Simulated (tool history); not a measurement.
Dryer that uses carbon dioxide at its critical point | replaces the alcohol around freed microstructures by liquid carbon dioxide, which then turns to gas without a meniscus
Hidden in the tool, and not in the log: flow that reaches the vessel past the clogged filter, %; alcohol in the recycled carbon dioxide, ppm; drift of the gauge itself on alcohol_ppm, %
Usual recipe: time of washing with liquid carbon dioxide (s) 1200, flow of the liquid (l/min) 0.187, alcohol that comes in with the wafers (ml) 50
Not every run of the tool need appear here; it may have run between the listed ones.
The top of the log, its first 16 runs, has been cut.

| run | hour | time of washing with liquid carbon dioxide (s) | flow of the liquid (l/min) | alcohol that comes in with the wafers (ml) | hours of work since the filter was changed | hours of work since the purifier's bed was changed | alcohol left in the vessel before it's heated (ppm by volume) |
|---|---|---|---|---|---|---|---|
| 17 | 167.2 | 1200 | 0.187 | 50 | 256 | 271 | 414 |
| 18 | 173.1 | 1200 | 0.187 | 50 | 259 | 274 | 395 |
| 19 | 181.8 | 1440 | 0.168 | 50 | 264 | 279 | 279 |
| 20 | 193.8 | 1200 | 0.187 | 21 | 271 | 285 | 202 |
| 21 | 201.6 | 1020 | 0.277 | 84 | 275 | 290 | 193 |
|  | 211.1 | inlet filter changed |
| 22 | 213.4 | 1440 | 0.175 | 114 | 1 | 296 | 247 |
| 23 | 220.8 | 1440 | 0.175 | 114 | 5 | 300 | 241 |
| 24 | 228.7 | 900 | 0.154 | 50 | 10 | 304 | 2117 |
| 25 | 241.0 | 840 | 0.154 | 50 | 16 | 311 | 2787 |
| 26 | 249.5 | 1080 | 0.187 | 50 | 21 | 315 | 409 |
| 27 | 260.6 | 1080 | 0.187 | 50 | 27 | 322 | 412 |
| 28 | 267.6 | 780 | 0.312 | 50 | 31 | 325 | 164 |
| 29 | 277.1 | 1440 | 0.120 | 109 | 36 | 331 | 1913 |
| 30 | 289.8 | 1440 | 0.113 | 21 | 43 | 338 | 557 |
| 31 | 295.3 | 1380 | 0.155 | 33 | 46 | 341 | 237 |
| 32 | 306.7 | 1200 | 0.187 | 33 | 53 | 347 | 197 |
| 33 | 316.7 | 1500 | 0.299 | 54 | 58 | 352 | 61 |
| 34 | 327.0 | 1500 | 0.299 | 54 | 64 | 358 | 56 |
| 35 | 336.7 | 1080 | 0.167 | 54 | 69 | 363 | 859 |
| 36 | 347.3 | 1080 | 0.167 | 54 | 75 | 369 | 846 |

Below are 4 alternative next runs, each starting from the tool's condition after run 36. Predict each:
| A | 356.5 | 1380 | 0.288 | 58 | 80 | 374 | ? |
| B | 356.5 | 1080 | 0.271 | 54 | 80 | 374 | ? |
| C | 356.5 | 1260 | 0.156 | 72 | 80 | 374 | ? |
| D | 356.5 | 720 | 0.187 | 35 | 80 | 374 | ? |

| run | alcohol left in the vessel before it's heated (ppm by volume) |
|---|---|
| A | 61 |
| B | 105 |
| C | 752 |
| D | 1837 |
With the hidden condition removed and each run's random variation left untouched, the same runs would have given:
| run | alcohol left in the vessel before it's heated (ppm by volume) |
|---|---|
| A | 2 |
| B | 37 |
| C | 567 |
| D | 1547 |
